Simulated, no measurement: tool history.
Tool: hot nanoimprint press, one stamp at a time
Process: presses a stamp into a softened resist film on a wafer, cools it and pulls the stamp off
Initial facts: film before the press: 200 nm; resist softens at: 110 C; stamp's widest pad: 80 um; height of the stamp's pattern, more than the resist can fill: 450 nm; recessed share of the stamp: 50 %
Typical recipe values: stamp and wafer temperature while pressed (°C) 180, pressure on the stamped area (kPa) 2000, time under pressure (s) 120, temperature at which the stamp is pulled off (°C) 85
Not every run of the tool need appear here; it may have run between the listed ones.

| run | hour | stamp and wafer temperature while pressed (°C) | pressure on the stamped area (kPa) | time under pressure (s) | temperature at which the stamp is pulled off (°C) | resist left under the stamp's widest pad (Å) | greatest force while the stamp is pulled off (N) |
|---|---|---|---|---|---|---|---|
| 1 | 0.0 | 180 | 2000 | 120 | 85 | 1012 | 141 |
| 2 | 4.7 | 180 | 2000 | 120 | 85 | 1007 | 142 |
| 3 | 11.2 | 180 | 2000 | 120 | 83 | 1013 | 151 |
| 4 | 19.3 | 180 | 2000 | 120 | 79 | 1020 | 171 |
| 5 | 26.3 | 180 | 2000 | 120 | 79 | 1012 | 163 |
| 6 | 31.3 | 180 | 2000 | 120 | 79 | 1012 | 167 |
| 7 | 40.9 | 180 | 2000 | 76 | 85 | 1183 | 150 |
| 8 | 45.9 | 180 | 2000 | 76 | 85 | 1190 | 143 |
| 9 | 52.8 | 180 | 2000 | 76 | 85 | 1190 | 144 |
| 10 | 57.8 | 180 | 2000 | 76 | 91 | 1175 | 122 |
| 11 | 62.9 | 180 | 2000 | 76 | 91 | 1186 | 121 |
| 12 | 67.2 | 180 | 2000 | 76 | 91 | 1188 | 120 |
| 13 | 73.8 | 180 | 2000 | 76 | 91 | 1185 | 122 |
| 14 | 80.1 | 185 | 1310 | 120 | 78 | 1025 | 170 |
| 15 | 89.2 | 180 | 2750 | 190 | 78 | 740 | 172 |
| 16 | 93.5 | 180 | 2750 | 190 | 78 | 738 | 177 |
| 17 | 99.7 | 191 | 1430 | 120 | 85 | 806 | 143 |
| 18 | 104.9 | 188 | 2000 | 143 | 80 | 711 | 167 |
| 19 | 114.3 | 170 | 2050 | 120 | 85 | 1414 | 144 |
|  | 125.9 | stamp cleaned and given a new release coat |
| 20 | 127.0 | 180 | 1700 | 120 | 80 | 1100 | 161 |
| 21 | 136.9 | 176 | 1940 | 240 | 92 | 947 | 116 |
| 22 | 144.3 | 171 | 1940 | 108 | 72 | 1442 | 196 |
|  | 146.0 | gauge calibrated |
| 23 | 153.8 | 180 | 2840 | 120 | 78 | 861 | 173 |
| 24 | 161.8 | 180 | 2840 | 120 | 78 | 867 | 168 |
| 25 | 167.0 | 180 | 1530 | 187 | 77 | 972 | 178 |

Consider 4 possible next runs. They are alternatives, not a sequence: every one starts from the tool as it was left by run 25. What does each give?
| A | 176.8 | 180 | 2040 | 120 | 80 | ? | ? |
| B | 176.8 | 180 | 1450 | 98 | 77 | ? | ? |
| C | 176.8 | 183 | 2000 | 96 | 85 | ? | ? |
| D | 176.8 | 189 | 1330 | 187 | 77 | ? | ? |

| run | resist left under the stamp's widest pad (Å) | greatest force while the stamp is pulled off (N) |
|---|---|---|
| A | 1005 | 161 |
| B | 1227 | 179 |
| C | 988 | 144 |
| D | 746 | 181 |
Without the tool's hidden state the same runs would have given:
| run | resist left under the stamp's widest pad (Å) | greatest force while the stamp is pulled off (N) |
|---|---|---|
| A | 1003 | 161 |
| B | 1223 | 179 |
| C | 985 | 144 |
| D | 744 | 181 |

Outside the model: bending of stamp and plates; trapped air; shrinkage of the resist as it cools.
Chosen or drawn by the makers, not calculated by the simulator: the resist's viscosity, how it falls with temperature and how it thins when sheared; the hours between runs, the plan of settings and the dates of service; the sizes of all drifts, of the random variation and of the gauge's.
